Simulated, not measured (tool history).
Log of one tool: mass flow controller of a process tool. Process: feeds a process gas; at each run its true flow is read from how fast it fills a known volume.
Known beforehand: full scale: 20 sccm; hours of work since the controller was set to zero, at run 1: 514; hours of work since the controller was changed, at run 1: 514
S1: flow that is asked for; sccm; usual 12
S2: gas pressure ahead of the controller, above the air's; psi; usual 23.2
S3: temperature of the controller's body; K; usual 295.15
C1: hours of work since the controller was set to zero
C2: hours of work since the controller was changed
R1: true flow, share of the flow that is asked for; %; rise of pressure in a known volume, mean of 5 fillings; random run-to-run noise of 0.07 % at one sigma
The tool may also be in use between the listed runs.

run    hour  S1    S2      S3    C1    C2     R1
  1       0  12  23.2  295.15   514   514  98.66
  2    91.8  12  23.2  298.15   578   578  98.66
  3   162.1  12  23.2  312.15   627   627  99.21
  4   246.7   9  23.2  295.15   686   686  98.02
  5   305.8   9  23.2  295.15   727   727  97.98
  6   400.9  12  23.5  295.15   793   793   98.6
  7   458.2  12  23.5  295.15   833   833  98.64
  8   526.8  12  23.5  295.15   881   881  98.53
  9   596.9  12  23.2  295.15   930   930   98.6
 10   687.6  12  23.2  295.15   993   993   98.5
 11   729.8  12  23.2  295.15  1022  1022  98.47
 12   820.3  13  33.2  303.15  1085  1085  98.89
 13     910  13  33.2  300.15  1148  1148  98.83
 14   998.1  13  33.2  300.15  1209  1209  98.69
 15  1057.1  12  23.2  302.15  1250  1250  98.94
 16  1099.9  13    28  300.15  1280  1280  98.93
 17  1161.7  13    28  300.15  1323  1323  98.77

Alternative continuations, all from the tool just after run 17; predict every row:
  A  1225.9   3  33.1  308.15  1368  1368   ?
  B  1225.9   7  40.3  300.15  1368  1368   ?
  C  1225.9   9    28  300.15  1368  1368   ?

run     R1
  A  97.58
  B  97.71
  C  98.26
Take away the tool's hidden state, keep each run's random variation, and the runs would have read:
run     R1
  A  97.56
  B  97.71
  C  98.26
